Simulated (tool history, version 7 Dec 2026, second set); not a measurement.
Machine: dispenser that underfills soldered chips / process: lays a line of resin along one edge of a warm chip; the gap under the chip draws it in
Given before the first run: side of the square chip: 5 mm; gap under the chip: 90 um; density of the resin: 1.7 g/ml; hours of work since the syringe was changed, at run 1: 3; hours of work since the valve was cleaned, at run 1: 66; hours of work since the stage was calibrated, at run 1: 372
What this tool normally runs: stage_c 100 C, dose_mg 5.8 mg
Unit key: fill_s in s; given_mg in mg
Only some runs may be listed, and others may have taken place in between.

run    day  stage_c  dose_mg  hours of work since the syringe was changed  hours of work since the valve was cleaned  hours of work since the stage was calibrated  fill_s  given_mg
  1      0      100      5.8                                            3                                         66                                           372     7.6      5.53
       0.2  -- new syringe of resin
     0.308  -- dispensing valve cleaned and set on the balance
  2  0.475      100      5.8                                            4                                          3                                           380     8.5      5.78
     0.617  -- new syringe of resin
  3  0.742      100      5.8                                            2                                          8                                           385     7.2      5.78
     1.017  -- new syringe of resin
  4  1.142      100      5.8                                            2                                         15                                           392     7.1      5.74
     1.392  -- new syringe of resin
  5  1.475      100      5.8                                            2                                         21                                           398     6.7      5.71
  6  1.696      100      5.8                                            6                                         25                                           402     8.4      5.66
     1.808  -- new syringe of resin
     2.183  -- new syringe of resin
  7  2.183      100      5.8                                            0                                         33                                           410     5.9      5.65
     2.579  -- new syringe of resin
  8  2.592      100      5.8                                            0                                         41                                           418     6.4      5.62
     2.962  -- new syringe of resin
  9  3.012      100      5.8                                            1                                         48                                           425     6.3      5.57
 10  3.242      100      5.8                                            5                                         52                                           429     8.9      5.56
     3.342  -- new syringe of resin
 11  3.504      100      5.8                                            3                                         57                                           434     7.8      5.56
     3.721  -- new syringe of resin
 12  3.746      100      5.8                                            0                                         61                                           438       7      5.52
     4.112  -- new syringe of resin
 13  4.117      100      5.8                                            0                                         68                                           445     6.3      5.49
     4.338  -- dispensing valve cleaned and set on the balance
 14  4.454      100      5.8                                            5                                          2                                           450     8.7       5.8
      4.55  -- new syringe of resin
 15  4.775      100      5.8                                            4                                          8                                           456     8.4      5.77
     4.933  -- new syringe of resin
 16  5.004      100     4.94                                            1                                         12                                           460     7.3      4.89
     5.308  -- new syringe of resin
 17  5.521       94     4.94                                            4                                         21                                           469      11      4.84
     5.717  -- new syringe of resin
 18  5.854       96     5.06                                            3                                         27                                           475     9.1      4.96
     6.092  -- new syringe of resin
 19  6.092       96     5.06                                            0                                         31                                           479     8.2      4.94
     6.412  -- stage's temperature calibrated
     6.529  -- new syringe of resin
 20  6.638       92     5.45                                            2                                         40                                             4     9.1      5.26
     6.908  -- new syringe of resin
 21  7.042       95     7.33                                            2                                         47                                            11     7.5      7.07
       7.3  -- new syringe of resin
 22  7.367       95     7.33                                            1                                         53                                            17     7.4         7
       7.7  -- new syringe of resin
 23  7.779       94     7.36                                            1                                         60                                            24     7.5      7.04

Expected results for the next run?
 24  7.996      115      5.2                                            5                                         64                                            28       ?         ?

fill_s: 4.4 s
given_mg: 4.93 mg
With the hidden condition absent and the run-to-run variation left alone, this run would have shown fill_s 3.2 s, given_mg 5.19 mg.
